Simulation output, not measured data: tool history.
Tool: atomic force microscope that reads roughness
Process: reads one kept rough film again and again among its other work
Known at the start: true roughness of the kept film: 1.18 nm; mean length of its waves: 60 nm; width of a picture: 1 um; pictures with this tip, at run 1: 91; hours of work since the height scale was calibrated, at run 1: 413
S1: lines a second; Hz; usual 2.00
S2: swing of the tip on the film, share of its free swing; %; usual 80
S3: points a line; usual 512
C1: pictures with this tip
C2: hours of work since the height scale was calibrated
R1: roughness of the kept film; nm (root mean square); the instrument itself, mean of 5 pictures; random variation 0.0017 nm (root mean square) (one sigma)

| run | hour | S1 | S2 | S3 | C1 | C2 | R1 |
|---|---|---|---|---|---|---|---|
| 1 | 0.0 | 2.00 | 80 | 512 | 91 | 413 | 1.115 |
| 2 | 14.0 | 2.00 | 80 | 512 | 103 | 419 | 1.119 |
| 3 | 27.1 | 2.00 | 80 | 512 | 115 | 425 | 1.117 |
| 4 | 42.7 | 2.00 | 80 | 512 | 129 | 432 | 1.120 |
| 5 | 58.6 | 2.00 | 80 | 512 | 144 | 439 | 1.116 |
| 6 | 76.7 | 2.00 | 80 | 512 | 160 | 447 | 1.118 |
| 7 | 91.7 | 2.00 | 80 | 512 | 173 | 454 | 1.117 |
| 8 | 106.5 | 2.00 | 80 | 512 | 187 | 461 | 1.117 |
| 9 | 129.5 | 2.00 | 80 | 512 | 207 | 471 | 1.114 |
| 10 | 140.1 | 0.60 | 80 | 512 | 217 | 476 | 1.153 |
| 11 | 164.0 | 3.64 | 66 | 425 | 238 | 487 | 1.124 |
| 12 | 180.9 | 0.71 | 86 | 685 | 253 | 494 | 1.146 |
|  | 183.0 | height scale calibrated on a step standard |
| 13 | 194.9 | 0.53 | 58 | 829 | 265 | 5 | 1.178 |
| 14 | 220.2 | 0.53 | 58 | 829 | 288 | 17 | 1.176 |
|  | 228.4 | height scale calibrated on a step standard, once more |
| 15 | 232.4 | 0.53 | 58 | 829 | 298 | 2 | 1.159 |
| 16 | 256.0 | 1.55 | 58 | 613 | 319 | 12 | 1.145 |
|  | 258.3 | new tip fitted |
| 17 | 273.7 | 1.32 | 58 | 514 | 14 | 20 | 1.160 |
| 18 | 290.3 | 1.32 | 58 | 514 | 29 | 28 | 1.159 |
| 19 | 308.8 | 0.54 | 57 | 808 | 45 | 36 | 1.170 |
| 20 | 323.3 | 2.38 | 57 | 677 | 58 | 43 | 1.150 |

4 ways to go on from here, each from the tool as it stands after run 20. What would each give?
| A | 348.2 | 2.00 | 80 | 345 | 81 | 54 | ? |
| B | 348.2 | 2.00 | 80 | 421 | 81 | 54 | ? |
| C | 348.2 | 3.24 | 57 | 677 | 81 | 54 | ? |
| D | 348.2 | 0.69 | 79 | 296 | 81 | 54 | ? |

| run | R1 |
|---|---|
| A | 1.108 |
| B | 1.113 |
| C | 1.146 |
| D | 1.146 |
Without the tool's hidden state the same runs would have given:
| run | R1 |
|---|---|
| A | 1.109 |
| B | 1.114 |
| C | 1.147 |
| D | 1.147 |
